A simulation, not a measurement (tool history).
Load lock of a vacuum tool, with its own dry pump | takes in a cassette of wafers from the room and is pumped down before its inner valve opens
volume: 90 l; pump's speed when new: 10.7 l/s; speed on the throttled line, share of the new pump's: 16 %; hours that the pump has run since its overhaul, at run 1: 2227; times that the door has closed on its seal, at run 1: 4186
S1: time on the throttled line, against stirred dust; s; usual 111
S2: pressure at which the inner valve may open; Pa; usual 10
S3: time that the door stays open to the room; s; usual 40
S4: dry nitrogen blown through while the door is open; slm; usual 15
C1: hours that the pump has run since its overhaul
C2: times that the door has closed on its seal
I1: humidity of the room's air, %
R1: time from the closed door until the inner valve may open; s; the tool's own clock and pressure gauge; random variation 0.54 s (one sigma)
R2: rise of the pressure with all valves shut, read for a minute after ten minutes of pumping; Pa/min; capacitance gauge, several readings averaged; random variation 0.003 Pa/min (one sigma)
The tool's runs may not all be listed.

Run 1, day 0.000: usual settings; C1 2227; C2 4186; I1 47.2. Result: R1 171.6 s, R2 0.037 Pa/min.
Run 2, day 3.050: usual settings but S1 57 s; C1 2300; C2 4449; I1 44.6. Result: R1 126.5 s, R2 0.034 Pa/min.
Run 3, day 7.167: usual settings but S1 57 s; C1 2399; C2 4804; I1 45.8. Result: R1 127.4 s, R2 0.036 Pa/min.
Run 4, day 11.258: usual settings but S2 17 Pa; C1 2497; C2 5158; I1 46.1. Result: R1 167.5 s, R2 0.040 Pa/min.
Run 5, day 15.338: usual settings but S2 17 Pa; C1 2595; C2 5509; I1 45.0. Result: R1 168.1 s, R2 0.041 Pa/min.
Run 6, day 19.512: usual settings but S3 45 s; C1 2695; C2 5870; I1 44.7. Result: R1 172.4 s, R2 0.043 Pa/min.
Run 7, day 22.308: usual settings; C1 2762; C2 6111; I1 43.9. Result: R1 172.1 s, R2 0.035 Pa/min.
Run 8, day 26.138: usual settings; C1 2854; C2 6441; I1 43.4. Result: R1 171.4 s, R2 0.043 Pa/min.
Run 9, day 28.512: usual settings but S2 19 Pa; C1 2911; C2 6646; I1 45.8. Result: R1 167.4 s, R2 0.042 Pa/min.
Run 10, day 30.717: usual settings but S2 19 Pa, S3 66 s; C1 2964; C2 6836; I1 45.4. Result: R1 166.4 s, R2 0.037 Pa/min.
Run 11, day 33.567: usual settings but S2 19 Pa, S3 66 s; C1 3033; C2 7082; I1 44.3. Result: R1 166.4 s, R2 0.045 Pa/min.
Run 12, day 37.875: usual settings but S1 69 s; C1 3136; C2 7454; I1 45.3. Result: R1 137.3 s, R2 0.054 Pa/min.
Run 13, day 42.167: usual settings; C1 3239; C2 7824; I1 45.9. Result: R1 172.4 s, R2 0.049 Pa/min.
Run 14, day 44.475: usual settings; C1 3294; C2 8023; I1 43.6. Result: R1 173.0 s, R2 0.047 Pa/min.
Run 15, day 49.158: usual settings; C1 3407; C2 8428; I1 44.5. Result: R1 172.8 s, R2 0.052 Pa/min.
Run 16, day 53.533: usual settings; C1 3512; C2 8805; I1 45.8. Result: R1 172.5 s, R2 0.050 Pa/min.
Run 17, day 57.092: usual settings; C1 3597; C2 9112; I1 47.3. Result: R1 172.2 s, R2 0.056 Pa/min.
Run 18, day 60.025: usual settings but S3 226 s; C1 3668; C2 9365; I1 44.0. Result: R1 172.4 s, R2 0.073 Pa/min.
Run 19, day 64.112: usual settings but S3 226 s; C1 3766; C2 9718; I1 43.7. Result: R1 172.2 s, R2 0.076 Pa/min.
Run 20, day 68.138: usual settings but S3 226 s; C1 3862; C2 10065; I1 47.3. Result: R1 173.9 s, R2 0.076 Pa/min.
Run 21, day 71.117: usual settings but S1 93 s, S3 35 s, S4 26 slm; C1 3934; C2 10322; I1 45.0. Result: R1 157.8 s, R2 0.059 Pa/min.
Run 22, day 74.850: usual settings but S2 8 Pa, S4 22 slm; C1 4023; C2 10644; I1 48.4. Result: R1 174.2 s, R2 0.061 Pa/min.
Run 23, day 77.838: usual settings but S1 214 s, S2 7 Pa, S3 147 s, S4 17 slm; C1 4095; C2 10902; I1 47.0. Result: R1 262.5 s, R2 0.073 Pa/min.
Run 24, day 81.529: usual settings but S1 214 s, S2 7 Pa, S3 147 s, S4 17 slm; C1 4184; C2 11220; I1 46.4. Result: R1 263.2 s, R2 0.074 Pa/min.
Run 25, day 85.283: usual settings but S1 68 s, S3 196 s; C1 4274; C2 11544; I1 46.6. Result: R1 136.6 s, R2 0.078 Pa/min.
Run 26, day 88.433: usual settings but S4 40 slm; C1 4349; C2 11816; I1 47.8. Result: R1 172.6 s, R2 0.064 Pa/min.
Run 27, day 90.979: usual settings but S4 40 slm; C1 4410; C2 12036; I1 45.7. Result: R1 171.9 s, R2 0.057 Pa/min.
Run 28, day 94.512: usual settings but S3 148 s, S4 14 slm; C1 4495; C2 12340; I1 45.2. Result: R1 173.6 s, R2 0.079 Pa/min.
Run 29, day 96.567: usual settings but S1 78 s, S2 8 Pa, S3 214 s, S4 26 slm; C1 4545; C2 12518; I1 43.6. Result: R1 147.0 s, R2 0.082 Pa/min.
Run 30, day 99.067: usual settings but S1 78 s, S2 8 Pa, S3 214 s, S4 26 slm; C1 4605; C2 12733; I1 45.1. Result: R1 147.9 s, R2 0.081 Pa/min.
Run 31, day 102.338: usual settings but S1 108 s; C1 4683; C2 13016; I1 45.8. Result: R1 171.2 s, R2 0.076 Pa/min.
Run 32, day 104.579: usual settings but S2 12 Pa, S3 28 s; C1 4737; C2 13209; I1 43.4. Result: R1 171.8 s, R2 0.072 Pa/min.
Run 33, day 108.779: usual settings but S1 88 s, S2 12 Pa, S3 28 s; C1 4838; C2 13572; I1 44.3. Result: R1 152.2 s, R2 0.075 Pa/min.
Run 34, day 112.317: usual settings but S3 27 s, S4 14 slm; C1 4923; C2 13877; I1 46.3. Result: R1 173.1 s, R2 0.074 Pa/min.
Run 35, day 116.408: usual settings but S1 81 s, S2 12 Pa, S3 111 s, S4 6 slm; C1 5021; C2 14230; I1 46.1. Result: R1 147.0 s, R2 0.099 Pa/min.
Run 36, day 121.000: usual settings but S1 81 s, S2 12 Pa, S3 111 s, S4 6 slm; C1 5131; C2 14626; I1 46.6. Result: R1 147.2 s, R2 0.106 Pa/min.
Run 37, day 124.796: usual settings but S1 74 s, S2 15 Pa, S3 39 s, S4 9 slm; C1 5222; C2 14953; I1 43.8. Result: R1 138.1 s, R2 0.091 Pa/min.

The same runs without the tool's hidden state, with the same run-to-run variation:
The hidden state here: pump's speed, % of a new pump's; leak at the door's seal, Pa l/s; drift of the gauge itself on ready_s, %; drift of the gauge itself on rise_pa_min, %.
run     R1     R2
  1  171.1  0.022
  2  125.8  0.018
  3  126.7  0.019
  4  166.9  0.021
  5  167.5  0.021
  6  171.7  0.021
  7  171.3  0.012
  8  170.6  0.019
  9  166.7  0.017
 10  165.7  0.011
 11  165.6  0.018
 12  136.2  0.025
 13  171.4  0.019
 14  172.0  0.016
 15  171.8  0.019
 16  171.3  0.016
 17  171.1  0.019
 18  171.2  0.035
 19  171.0  0.038
 20  172.6  0.035
 21  156.4  0.017
 22  172.8  0.018
 23  261.3  0.027
 24  261.9  0.027
 25  134.9  0.030
 26  171.1  0.014
 27  170.4  0.006
 28  172.0  0.028
 29  145.2  0.029
 30  146.0  0.026
 31  169.5  0.019
 32  170.1  0.014
 33  150.3  0.014
 34  171.3  0.014
 35  145.1  0.036
 36  145.2  0.040
 37  136.1  0.022
